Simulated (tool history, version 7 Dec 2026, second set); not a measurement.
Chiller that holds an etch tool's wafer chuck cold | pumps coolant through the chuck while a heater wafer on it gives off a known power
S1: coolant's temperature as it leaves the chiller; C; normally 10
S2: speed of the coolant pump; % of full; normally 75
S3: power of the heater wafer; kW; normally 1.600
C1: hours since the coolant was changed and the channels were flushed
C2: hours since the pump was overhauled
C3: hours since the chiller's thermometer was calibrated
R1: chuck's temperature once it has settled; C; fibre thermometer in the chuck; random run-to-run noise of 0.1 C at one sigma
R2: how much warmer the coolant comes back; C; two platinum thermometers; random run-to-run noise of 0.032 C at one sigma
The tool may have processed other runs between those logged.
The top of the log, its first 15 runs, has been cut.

run 16 day=63.308 | S1=10 S2=97 S3=1.600 | C1=2148 C2=4425 C3=2633 | R1=22.4 R2=3.10
run 17 day=67.958 | S1=10 S2=97 S3=1.600 | C1=2260 C2=4537 C3=2744 | R1=22.3 R2=3.12
run 18 day=73.346 | S1=10 S2=97 S3=1.600 | C1=2389 C2=4666 C3=2874 | R1=22.6 R2=3.18
-- day=75.121 chiller's thermometer calibrated
run 19 day=78.279 | S1=10 S2=73 S3=0.828 | C1=2506 C2=4783 C3=76 | R1=18.7 R2=2.18
run 20 day=82.433 | S1=6 S2=75 S3=1.143 | C1=2606 C2=4883 C3=176 | R1=17.7 R2=2.96
run 21 day=85.979 | S1=14 S2=83 S3=1.346 | C1=2691 C2=4968 C3=261 | R1=26.4 R2=3.09
run 22 day=90.925 | S1=3 S2=65 S3=1.870 | C1=2810 C2=5087 C3=379 | R1=25.1 R2=5.72
run 23 day=94.217 | S1=3 S2=65 S3=1.870 | C1=2889 C2=5166 C3=458 | R1=25.3 R2=5.74
run 24 day=98.221 | S1=3 S2=97 S3=1.600 | C1=2985 C2=5262 C3=554 | R1=16.0 R2=3.18
run 25 day=102.888 | S1=14 S2=97 S3=0.889 | C1=3097 C2=5374 C3=666 | R1=21.2 R2=1.79
run 26 day=107.312 | S1=14 S2=88 S3=0.889 | C1=3203 C2=5480 C3=773 | R1=22.1 R2=1.94
run 27 day=110.404 | S1=10 S2=75 S3=0.862 | C1=3277 C2=5554 C3=847 | R1=19.1 R2=2.32
run 28 day=114.358 | S1=10 S2=75 S3=0.862 | C1=3372 C2=5649 C3=942 | R1=19.1 R2=2.27
run 29 day=117.842 | S1=13 S2=93 S3=1.895 | C1=3456 C2=5733 C3=1025 | R1=29.6 R2=3.96
run 30 day=121.371 | S1=10 S2=67 S3=0.834 | C1=3541 C2=5818 C3=1110 | R1=20.0 R2=2.54
run 31 day=124.975 | S1=7 S2=67 S3=0.834 | C1=3627 C2=5904 C3=1197 | R1=17.0 R2=2.56
run 32 day=127.742 | S1=10 S2=66 S3=2.190 | C1=3693 C2=5970 C3=1263 | R1=37.3 R2=6.75

Here are 3 independent what-if runs from the current tool condition. What would each one return?
run A day=133.567 | S1=13 S2=66 S3=1.482 | C1=3833 C2=6110 C3=1403 | R1=? R2=?
run B day=133.567 | S1=11 S2=66 S3=2.190 | C1=3833 C2=6110 C3=1403 | R1=? R2=?
run C day=133.567 | S1=10 S2=84 S3=1.263 | C1=3833 C2=6110 C3=1403 | R1=? R2=?

run=A R1=31.5 R2=4.62
run=B R1=38.6 R2=6.76
run=C R1=22.5 R2=3.01
Take away the tool's hidden state, keep each run's random variation, and the runs would have read:
run=A R1=26.9 R2=3.94
run=B R1=31.7 R2=5.75
run=C R1=19.4 R2=2.57
